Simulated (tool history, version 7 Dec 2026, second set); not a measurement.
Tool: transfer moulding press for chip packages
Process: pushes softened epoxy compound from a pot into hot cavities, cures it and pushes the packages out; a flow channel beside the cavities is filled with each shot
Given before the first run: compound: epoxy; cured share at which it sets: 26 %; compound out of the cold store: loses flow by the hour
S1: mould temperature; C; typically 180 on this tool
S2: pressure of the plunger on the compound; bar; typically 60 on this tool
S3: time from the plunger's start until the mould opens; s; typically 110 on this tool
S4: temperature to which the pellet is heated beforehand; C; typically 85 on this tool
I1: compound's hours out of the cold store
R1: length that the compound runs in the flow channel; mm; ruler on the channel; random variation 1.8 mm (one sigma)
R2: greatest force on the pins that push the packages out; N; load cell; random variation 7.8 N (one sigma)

run	hour	S1	S2	S3	S4	I1	R1	R2
1	0	180	60	110	85	13.3	690	524
# hour 4.2: plunger's sealing rings changed
# hour 5.7: cavities cleaned with cleaning compound and waxed
2	17	180	60	110	85	47.5	636	424
3	29.4	180	60	116	85	24.6	686	469
# hour 52.8: cavities cleaned with cleaning compound and waxed
4	52.8	180	60	116	85	14.2	711	335
5	73.8	180	60	116	85	32.1	668	435
6	88.1	176	60	110	85	16	716	643
# hour 99.4: cavities cleaned with cleaning compound and waxed
7	100.2	176	60	110	85	41.7	655	446
8	119.4	187	60	110	85	40.7	632	384
9	130	187	60	110	85	23.6	673	437
# hour 147.3: cavities cleaned with cleaning compound and waxed
10	152	180	47.8	110	91	20.2	617	378
11	170.4	180	60	110	91	12.4	710	469
# hour 194: cavities cleaned with cleaning compound and waxed
12	194	175	60	140	91	10.5	723	325
13	204.1	180	60	133	89	29.1	670	359

Run 14 is up next; what results do you expect?
14	221.6	179	72.3	133	89	36.3	?	?

R1: 717 mm
R2: 417 N
On a tool with no hidden condition, and with the same random variation, this run would have come out at R1 728 mm, R2 285 N.
